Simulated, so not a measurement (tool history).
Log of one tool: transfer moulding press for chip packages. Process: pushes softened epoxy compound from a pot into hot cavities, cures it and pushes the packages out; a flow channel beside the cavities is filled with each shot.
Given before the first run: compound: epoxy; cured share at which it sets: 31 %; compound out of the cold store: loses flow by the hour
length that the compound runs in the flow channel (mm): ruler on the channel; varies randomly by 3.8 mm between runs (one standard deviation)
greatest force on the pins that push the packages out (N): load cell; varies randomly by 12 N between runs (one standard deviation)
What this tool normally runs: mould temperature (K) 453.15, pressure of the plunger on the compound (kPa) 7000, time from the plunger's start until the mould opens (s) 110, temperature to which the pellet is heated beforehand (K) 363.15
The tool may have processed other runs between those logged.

run	hour	mould temperature (K)	pressure of the plunger on the compound (kPa)	time from the plunger's start until the mould opens (s)	temperature to which the pellet is heated beforehand (K)	incoming compound's hours out of the cold store	length that the compound runs in the flow channel (mm)	greatest force on the pins that push the packages out (N)
1	0.0	453.15	7000	110	363.15	27.8	887	612
2	22.5	453.15	5650	110	363.15	31.2	772	779
# hour 34.9: mould's thermocouples calibrated
3	49.9	453.15	5650	110	363.15	28.6	785	856
# hour 63.6: cavities cleaned with cleaning compound and waxed
4	68.0	453.15	7000	110	363.15	32.4	850	934
5	92.0	453.15	7000	110	363.15	31.4	851	1028
6	112.0	453.15	7000	119	363.15	36.3	829	915
# hour 127.3: cavities cleaned with cleaning compound and waxed
7	135.8	453.15	6980	110	363.15	41.0	799	668
8	147.7	453.15	6980	110	363.15	38.5	807	699
9	172.4	453.15	6980	110	363.15	38.6	803	826
# hour 190.8: cavities cleaned with cleaning compound and waxed
# hour 197.0: cavities cleaned with cleaning compound and waxed, once more
10	197.5	453.15	6980	110	363.15	46.7	757	560
# hour 202.3: plunger's sealing rings changed
11	213.3	453.15	6980	110	363.15	29.5	892	668
12	227.6	453.15	6980	110	363.15	19.0	953	745
13	239.6	453.15	7000	92	363.15	16.6	969	1246
14	258.0	453.15	7970	110	363.15	26.9	967	871
# hour 262.1: cavities cleaned with cleaning compound and waxed
15	278.9	457.15	7740	96	357.15	23.1	958	719
16	293.4	447.15	7000	102	363.15	37.6	872	1309
17	314.8	452.15	7000	127	363.15	35.9	853	733
# hour 325.8: cavities cleaned with cleaning compound and waxed
18	344.1	452.15	7000	127	363.15	32.8	870	588
19	367.5	452.15	7000	127	363.15	13.7	970	736
20	382.0	457.15	5880	134	356.15	10.1	885	672
# hour 388.9: cavities cleaned with cleaning compound and waxed
21	402.8	448.15	7000	132	361.15	16.7	968	693
22	427.4	448.15	7000	132	361.15	27.7	901	780
# hour 452.7: cavities cleaned with cleaning compound and waxed
23	453.0	456.15	7000	105	363.15	47.6	765	531
24	472.4	453.15	8290	123	363.15	15.7	1012	620
25	490.0	455.15	8070	115	373.15	31.0	904	697
26	510.9	455.15	8070	115	373.15	44.2	833	747
# hour 516.8: cavities cleaned with cleaning compound and waxed
27	532.9	456.15	8230	133	364.15	17.0	985	534

Below, some changes in length that the compound runs in the flow channel (mm) between adjacent runs. For each, the amount present without the hidden state too (settings, incoming material, random variation) and the amount remaining for the hidden state with gauge scatter not shared by both compared results:
Hidden conditions of the tool in this case: true mould temperature over the reading, C; pressure that reaches the compound, % of what is set; grip of the stained cavities, % over clean ones'; drift of the gauge itself on flow_mm, %; drift of the gauge itself on push_out_n, %.
Run 10 -> 11: plunger's sealing rings changed. length that the compound runs in the flow channel (mm) +135: hidden state +49, all else +86.
Run 23 -> 24: mould temperature (K) 456.15 -> 453.15, pressure of the plunger on the compound (kPa) 7000 -> 8290, time from the plunger's start until the mould opens (s) 105 -> 123. length that the compound runs in the flow channel (mm) +247: hidden state -14, all else +261.
Run 26 -> 27: mould temperature (K) 455.15 -> 456.15, pressure of the plunger on the compound (kPa) 8070 -> 8230, time from the plunger's start until the mould opens (s) 115 -> 133, temperature to which the pellet is heated beforehand (K) 373.15 -> 364.15, cavities cleaned with cleaning compound and waxed. length that the compound runs in the flow channel (mm) +152: hidden state -12, all else +164.
